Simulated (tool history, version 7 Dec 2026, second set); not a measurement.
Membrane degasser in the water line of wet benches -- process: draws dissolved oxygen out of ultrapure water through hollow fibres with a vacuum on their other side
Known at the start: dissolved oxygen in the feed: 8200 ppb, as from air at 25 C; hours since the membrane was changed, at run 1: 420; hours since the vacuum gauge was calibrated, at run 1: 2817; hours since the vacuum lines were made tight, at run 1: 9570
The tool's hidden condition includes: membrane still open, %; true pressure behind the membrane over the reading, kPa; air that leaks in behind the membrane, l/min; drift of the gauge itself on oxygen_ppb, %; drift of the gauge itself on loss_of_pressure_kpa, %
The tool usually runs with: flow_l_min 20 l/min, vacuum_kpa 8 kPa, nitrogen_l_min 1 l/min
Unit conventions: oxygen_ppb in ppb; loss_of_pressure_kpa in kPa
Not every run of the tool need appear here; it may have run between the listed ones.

run	hour	flow_l_min	vacuum_kpa	nitrogen_l_min	hours since the membrane was changed	hours since the vacuum gauge was calibrated	hours since the vacuum lines were made tight	oxygen_ppb	loss_of_pressure_kpa
1	0	20	8	1	420	2817	9570	253.3	33.14
2	27.7	20	19.5	1	447	2845	9598	717.5	33.14
3	67	20	8	1	487	2884	9637	250.9	33.11
4	122.5	20	8	1	542	2939	9692	252.5	33.1
5	168.3	20	8	1	588	2985	9738	251.5	33.19
# hour 171.9: vacuum gauge calibrated
6	193.8	20	8	1	613	22	9763	247.1	32.96
7	242.9	20	8	1	662	71	9812	256.1	33.06
# hour 270.4: vacuum gauge calibrated, once more
8	277.5	17	7.8	2.93	696	7	9846	86.6	28.6
9	334.7	14	5.11	2.11	753	64	9904	41.8	23.35
10	372.4	26	5.11	2.11	791	102	9941	148.3	43.27
11	429.6	26	5.11	1.15	848	159	9998	186.7	43.1

Per-run results on a tool with no hidden state, each run keeping its own random variation:
run	oxygen_ppb	loss_of_pressure_kpa
1	249.4	33.07
2	708.9	33.07
3	246.9	33.02
4	248.5	33
5	247.4	33.1
6	242.7	32.86
7	251.5	32.95
8	84.8	28.5
9	40.8	23.27
10	146.1	43.1
11	184.3	42.91
